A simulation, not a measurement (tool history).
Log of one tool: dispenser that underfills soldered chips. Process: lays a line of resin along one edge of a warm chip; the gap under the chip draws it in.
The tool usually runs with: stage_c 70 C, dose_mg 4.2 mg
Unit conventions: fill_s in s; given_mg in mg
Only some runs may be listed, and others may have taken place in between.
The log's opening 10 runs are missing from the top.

run	hour	stage_c	dose_mg	hours of work since the syringe was changed	hours of work since the valve was cleaned	hours of work since the stage was calibrated	fill_s	given_mg
11	39.6	58	4.2	2	51	113	20.3	4.02
12	43.8	81	4.2	4	54	115	9.5	4
# hour 45.8: new syringe of resin
13	47.8	81	4.2	1	56	118	8.2	4
14	50.5	81	4.2	3	58	120	8.6	4.05
15	53	81	4.2	4	59	121	9	3.96
# hour 54.2: new syringe of resin
16	57.5	57	4.2	2	62	124	20.7	4
17	60.7	79	4.2	4	64	126	9.2	3.99
# hour 62.6: new syringe of resin
18	65.4	79	3.7	2	66	128	9	3.52
19	69.8	59	4.06	4	69	131	21.6	3.79
# hour 71.2: new syringe of resin
20	74.1	55	5.09	2	72	134	22	4.74
21	77.3	81	5.04	4	74	136	8.2	4.72
# hour 79.7: new syringe of resin
22	79.9	64	5.04	0	75	137	14.5	4.71
23	84.6	64	4.44	3	78	140	17	4.08
# hour 88.1: new syringe of resin
24	89.6	64	4.44	1	81	143	14.5	4.13
25	92	70	4.68	2	82	144	12.7	4.26
# hour 96.5: new syringe of resin
26	96.5	70	4.68	0	85	147	11.3	4.28
27	101.7	62	5.38	3	88	150	17.1	4.94
# hour 105.2: new syringe of resin
28	106.2	82	5	1	91	153	7.1	4.6

Run 29, settings as shown, results not yet in. Your forecast:
29	108.9	62	5.03	2	93	154	?	?

Run 29 came out at fill_s 17.3 s, given_mg 4.62 mg.
Minus the tool's unlogged condition, the same run would have read fill_s 15.8 s, given_mg 5.05 mg.
